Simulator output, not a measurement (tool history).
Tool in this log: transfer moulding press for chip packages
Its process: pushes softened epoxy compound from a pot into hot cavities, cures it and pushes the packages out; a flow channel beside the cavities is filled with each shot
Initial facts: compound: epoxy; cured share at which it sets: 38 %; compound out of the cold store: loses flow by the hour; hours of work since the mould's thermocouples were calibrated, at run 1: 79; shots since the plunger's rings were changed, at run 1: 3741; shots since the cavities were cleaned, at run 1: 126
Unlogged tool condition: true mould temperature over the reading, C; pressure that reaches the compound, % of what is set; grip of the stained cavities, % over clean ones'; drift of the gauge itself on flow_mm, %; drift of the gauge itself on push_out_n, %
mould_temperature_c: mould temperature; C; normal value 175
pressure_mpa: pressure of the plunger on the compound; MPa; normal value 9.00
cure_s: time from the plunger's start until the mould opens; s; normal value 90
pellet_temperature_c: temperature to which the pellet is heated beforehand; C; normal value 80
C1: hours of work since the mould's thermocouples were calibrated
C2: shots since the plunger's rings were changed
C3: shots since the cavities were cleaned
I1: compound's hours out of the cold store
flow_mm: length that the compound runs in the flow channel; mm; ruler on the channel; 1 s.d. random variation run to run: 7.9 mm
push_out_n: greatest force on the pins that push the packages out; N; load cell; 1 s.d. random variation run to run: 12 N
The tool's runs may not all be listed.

{"run": 1, "hour": 0.0, "mould_temperature_c": 175, "pressure_mpa": 9.0, "cure_s": 90, "pellet_temperature_c": 80, "C1": 79, "C2": 3741, "C3": 126, "I1": 40.8, "flow_mm": 769, "push_out_n": 638}
{"run": 2, "hour": 10.6, "mould_temperature_c": 175, "pressure_mpa": 9.0, "cure_s": 90, "pellet_temperature_c": 80, "C1": 86, "C2": 3873, "C3": 258, "I1": 22.4, "flow_mm": 821, "push_out_n": 721}
{"run": 3, "hour": 20.3, "mould_temperature_c": 175, "pressure_mpa": 10.06, "cure_s": 90, "pellet_temperature_c": 80, "C1": 93, "C2": 3994, "C3": 379, "I1": 37.4, "flow_mm": 833, "push_out_n": 763}
{"hour": 28.6, "done": "cavities cleaned with cleaning compound and waxed"}
{"run": 4, "hour": 28.8, "mould_temperature_c": 175, "pressure_mpa": 10.06, "cure_s": 90, "pellet_temperature_c": 80, "C1": 98, "C2": 4080, "C3": 2, "I1": 39.2, "flow_mm": 813, "push_out_n": 558}
{"run": 5, "hour": 36.6, "mould_temperature_c": 175, "pressure_mpa": 10.06, "cure_s": 90, "pellet_temperature_c": 80, "C1": 104, "C2": 4178, "C3": 100, "I1": 31.6, "flow_mm": 837, "push_out_n": 613}
{"run": 6, "hour": 45.8, "mould_temperature_c": 175, "pressure_mpa": 10.06, "cure_s": 90, "pellet_temperature_c": 80, "C1": 110, "C2": 4292, "C3": 214, "I1": 35.9, "flow_mm": 835, "push_out_n": 656}
{"run": 7, "hour": 60.7, "mould_temperature_c": 175, "pressure_mpa": 10.06, "cure_s": 90, "pellet_temperature_c": 80, "C1": 120, "C2": 4478, "C3": 400, "I1": 12.0, "flow_mm": 891, "push_out_n": 772}
{"hour": 67.0, "done": "cavities cleaned with cleaning compound and waxed"}
{"run": 8, "hour": 75.4, "mould_temperature_c": 175, "pressure_mpa": 9.0, "cure_s": 90, "pellet_temperature_c": 74, "C1": 130, "C2": 4642, "C3": 105, "I1": 20.6, "flow_mm": 825, "push_out_n": 662}
{"run": 9, "hour": 90.3, "mould_temperature_c": 175, "pressure_mpa": 9.0, "cure_s": 90, "pellet_temperature_c": 74, "C1": 140, "C2": 4827, "C3": 290, "I1": 27.4, "flow_mm": 800, "push_out_n": 741}
{"run": 10, "hour": 103.0, "mould_temperature_c": 175, "pressure_mpa": 9.97, "cure_s": 90, "pellet_temperature_c": 74, "C1": 149, "C2": 4984, "C3": 447, "I1": 41.1, "flow_mm": 791, "push_out_n": 730}
{"hour": 105.3, "done": "cavities cleaned with cleaning compound and waxed"}
{"hour": 116.2, "done": "plunger's sealing rings changed"}
{"run": 11, "hour": 121.0, "mould_temperature_c": 175, "pressure_mpa": 9.97, "cure_s": 90, "pellet_temperature_c": 74, "C1": 159, "C2": 59, "C3": 163, "I1": 23.1, "flow_mm": 933, "push_out_n": 687}
{"run": 12, "hour": 135.0, "mould_temperature_c": 175, "pressure_mpa": 9.97, "cure_s": 90, "pellet_temperature_c": 74, "C1": 169, "C2": 234, "C3": 338, "I1": 45.4, "flow_mm": 871, "push_out_n": 739}
{"hour": 145.9, "done": "cavities cleaned with cleaning compound and waxed"}
{"run": 13, "hour": 150.5, "mould_temperature_c": 175, "pressure_mpa": 9.97, "cure_s": 90, "pellet_temperature_c": 74, "C1": 178, "C2": 409, "C3": 59, "I1": 40.8, "flow_mm": 858, "push_out_n": 603}
{"run": 14, "hour": 159.2, "mould_temperature_c": 175, "pressure_mpa": 9.0, "cure_s": 90, "pellet_temperature_c": 80, "C1": 185, "C2": 517, "C3": 167, "I1": 36.7, "flow_mm": 837, "push_out_n": 636}
{"run": 15, "hour": 170.8, "mould_temperature_c": 175, "pressure_mpa": 9.0, "cure_s": 90, "pellet_temperature_c": 80, "C1": 193, "C2": 660, "C3": 310, "I1": 31.9, "flow_mm": 857, "push_out_n": 697}
{"run": 16, "hour": 181.8, "mould_temperature_c": 175, "pressure_mpa": 8.27, "cure_s": 119, "pellet_temperature_c": 80, "C1": 200, "C2": 797, "C3": 447, "I1": 18.9, "flow_mm": 842, "push_out_n": 546}
{"hour": 184.0, "done": "cavities cleaned with cleaning compound and waxed"}
{"run": 17, "hour": 193.5, "mould_temperature_c": 175, "pressure_mpa": 7.04, "cure_s": 90, "pellet_temperature_c": 80, "C1": 207, "C2": 924, "C3": 118, "I1": 46.1, "flow_mm": 714, "push_out_n": 593}
{"run": 18, "hour": 207.0, "mould_temperature_c": 181, "pressure_mpa": 7.04, "cure_s": 99, "pellet_temperature_c": 80, "C1": 217, "C2": 1092, "C3": 286, "I1": 17.4, "flow_mm": 764, "push_out_n": 528}
{"run": 19, "hour": 217.2, "mould_temperature_c": 181, "pressure_mpa": 7.04, "cure_s": 99, "pellet_temperature_c": 80, "C1": 224, "C2": 1218, "C3": 412, "I1": 41.5, "flow_mm": 702, "push_out_n": 563}
{"hour": 222.2, "done": "cavities cleaned with cleaning compound and waxed"}
{"run": 20, "hour": 226.7, "mould_temperature_c": 181, "pressure_mpa": 9.0, "cure_s": 90, "pellet_temperature_c": 78, "C1": 230, "C2": 1319, "C3": 57, "I1": 11.0, "flow_mm": 874, "push_out_n": 503}
{"run": 21, "hour": 240.6, "mould_temperature_c": 168, "pressure_mpa": 9.0, "cure_s": 90, "pellet_temperature_c": 83, "C1": 239, "C2": 1491, "C3": 229, "I1": 37.4, "flow_mm": 857, "push_out_n": 1124}
{"run": 22, "hour": 249.9, "mould_temperature_c": 175, "pressure_mpa": 9.74, "cure_s": 90, "pellet_temperature_c": 80, "C1": 246, "C2": 1607, "C3": 345, "I1": 16.9, "flow_mm": 913, "push_out_n": 743}
{"run": 23, "hour": 257.1, "mould_temperature_c": 175, "pressure_mpa": 9.42, "cure_s": 107, "pellet_temperature_c": 87, "C1": 251, "C2": 1696, "C3": 434, "I1": 24.0, "flow_mm": 880, "push_out_n": 615}
{"hour": 260.8, "done": "cavities cleaned with cleaning compound and waxed"}
{"run": 24, "hour": 272.0, "mould_temperature_c": 180, "pressure_mpa": 10.28, "cure_s": 122, "pellet_temperature_c": 80, "C1": 260, "C2": 1863, "C3": 140, "I1": 10.2, "flow_mm": 919, "push_out_n": 477}
{"run": 25, "hour": 283.5, "mould_temperature_c": 177, "pressure_mpa": 9.0, "cure_s": 90, "pellet_temperature_c": 80, "C1": 268, "C2": 2006, "C3": 283, "I1": 40.2, "flow_mm": 806, "push_out_n": 639}
{"run": 26, "hour": 295.1, "mould_temperature_c": 178, "pressure_mpa": 9.97, "cure_s": 90, "pellet_temperature_c": 80, "C1": 276, "C2": 2151, "C3": 428, "I1": 32.0, "flow_mm": 860, "push_out_n": 659}
{"hour": 298.8, "done": "cavities cleaned with cleaning compound and waxed"}
{"run": 27, "hour": 306.9, "mould_temperature_c": 182, "pressure_mpa": 8.97, "cure_s": 90, "pellet_temperature_c": 76, "C1": 284, "C2": 2279, "C3": 102, "I1": 27.4, "flow_mm": 808, "push_out_n": 474}
{"run": 28, "hour": 316.0, "mould_temperature_c": 178, "pressure_mpa": 9.69, "cure_s": 90, "pellet_temperature_c": 80, "C1": 290, "C2": 2391, "C3": 214, "I1": 33.9, "flow_mm": 829, "push_out_n": 577}
{"run": 29, "hour": 322.8, "mould_temperature_c": 178, "pressure_mpa": 9.69, "cure_s": 90, "pellet_temperature_c": 80, "C1": 295, "C2": 2477, "C3": 300, "I1": 15.3, "flow_mm": 885, "push_out_n": 626}

Hidden condition of the tool, last listed run before each entry between runs versus first listed run after:
Between runs 3 and 4: cavities cleaned with cleaning compound and waxed (hour 28.6)
  true mould temperature over the reading, C: -0.26 -> -0.27; pressure that reaches the compound, % of what is set: 85.28 -> 84.98; grip of the stained cavities, % over clean ones': 34.9 -> 2.5
  measured less the result without the state, flow_mm: -67 -> -68 mm; push_out_n: +204 -> +21 N
Between runs 7 and 8: cavities cleaned with cleaning compound and waxed (hour 67.0)
  true mould temperature over the reading, C: -0.32 -> -0.35; pressure that reaches the compound, % of what is set: 83.46 -> 82.84; grip of the stained cavities, % over clean ones': 33 -> 11.1
  measured less the result without the state, flow_mm: -83 -> -80 mm; push_out_n: +204 -> +79 N
Between runs 10 and 11: cavities cleaned with cleaning compound and waxed (hour 105.3); plunger's sealing rings changed (hour 116.2)
  true mould temperature over the reading, C: -0.4 -> -0.42; pressure that reaches the compound, % of what is set: 81.58 -> 99.1; grip of the stained cavities, % over clean ones': 35.6 -> 17.6
  measured less the result without the state, flow_mm: -83 -> -2 mm; push_out_n: +203 -> +117 N
Between runs 12 and 13: cavities cleaned with cleaning compound and waxed (hour 145.9)
  true mould temperature over the reading, C: -0.45 -> -0.47; pressure that reaches the compound, % of what is set: 98.46 -> 97.84; grip of the stained cavities, % over clean ones': 29.9 -> 7.7
  measured less the result without the state, flow_mm: -4 -> -7 mm; push_out_n: +184 -> +58 N
Between runs 16 and 17: cavities cleaned with cleaning compound and waxed (hour 184.0)
  true mould temperature over the reading, C: -0.53 -> -0.54; pressure that reaches the compound, % of what is set: 96.4 -> 95.92; grip of the stained cavities, % over clean ones': 35.1 -> 11.2
  measured less the result without the state, flow_mm: -13 -> -13 mm; push_out_n: +146 -> +75 N
Between runs 19 and 20: cavities cleaned with cleaning compound and waxed (hour 222.2)
  true mould temperature over the reading, C: -0.58 -> -0.6; pressure that reaches the compound, % of what is set: 94.82 -> 94.44; grip of the stained cavities, % over clean ones': 31.5 -> 7.5
  measured less the result without the state, flow_mm: -17 -> -22 mm; push_out_n: +137 -> +42 N
Between runs 23 and 24: cavities cleaned with cleaning compound and waxed (hour 260.8)
  true mould temperature over the reading, C: -0.65 -> -0.68; pressure that reaches the compound, % of what is set: 93.02 -> 92.35; grip of the stained cavities, % over clean ones': 35.2 -> 13.6
  measured less the result without the state, flow_mm: -29 -> -34 mm; push_out_n: +167 -> +57 N
Between runs 26 and 27: cavities cleaned with cleaning compound and waxed (hour 298.8)
  true mould temperature over the reading, C: -0.72 -> -0.74; pressure that reaches the compound, % of what is set: 91.3 -> 90.85; grip of the stained cavities, % over clean ones': 34.2 -> 10.4
  measured less the result without the state, flow_mm: -36 -> -36 mm; push_out_n: +182 -> +50 N
